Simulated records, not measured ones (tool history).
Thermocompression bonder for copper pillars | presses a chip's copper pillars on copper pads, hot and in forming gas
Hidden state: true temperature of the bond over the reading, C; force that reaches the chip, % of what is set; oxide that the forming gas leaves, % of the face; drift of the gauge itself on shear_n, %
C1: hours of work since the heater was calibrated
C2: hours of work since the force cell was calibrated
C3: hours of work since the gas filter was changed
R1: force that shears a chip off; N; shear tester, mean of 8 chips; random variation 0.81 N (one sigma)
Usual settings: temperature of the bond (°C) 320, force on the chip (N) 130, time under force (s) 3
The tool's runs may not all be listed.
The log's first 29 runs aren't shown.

Run 30, day 28.229: usual settings but temperature of the bond (°C) 307, time under force (s) 5; C1 430; C2 516; C3 236. Result: R1 65.7 N.
Run 31, day 29.317: usual settings but temperature of the bond (°C) 332, force on the chip (N) 164, time under force (s) 5; C1 442; C2 528; C3 248. Result: R1 85.4 N.
Run 32, day 30.092: usual settings but temperature of the bond (°C) 332, force on the chip (N) 164, time under force (s) 5; C1 450; C2 536; C3 256. Result: R1 85.4 N.
Run 33, day 30.767: usual settings but temperature of the bond (°C) 332; C1 457; C2 543; C3 263. Result: R1 68.4 N.
Run 34, day 31.721: usual settings but temperature of the bond (°C) 309, force on the chip (N) 160; C1 467; C2 553; C3 273. Result: R1 62.6 N.
Run 35, day 32.996: usual settings but temperature of the bond (°C) 299, force on the chip (N) 168, time under force (s) 4; C1 480; C2 566; C3 286. Result: R1 66.5 N.
Run 36, day 33.767: usual settings but temperature of the bond (°C) 299, force on the chip (N) 168, time under force (s) 4; C1 488; C2 574; C3 294. Result: R1 64.1 N.
Run 37, day 34.421: usual settings but temperature of the bond (°C) 331, time under force (s) 5; C1 495; C2 581; C3 301. Result: R1 76.6 N.
Run 38, day 35.342: usual settings but temperature of the bond (°C) 335, force on the chip (N) 163; C1 504; C2 590; C3 310. Result: R1 78.3 N.

Run 39 comes next. What will it give?
Run 39, day 36.304: usual settings but temperature of the bond (°C) 310, force on the chip (N) 82, time under force (s) 2; C1 514; C2 600; C3 320. Result: R1 ?.

{"run 39": {"R1": 36.8}}
Without the tool's hidden state the same run would have given R1 37.3 N.
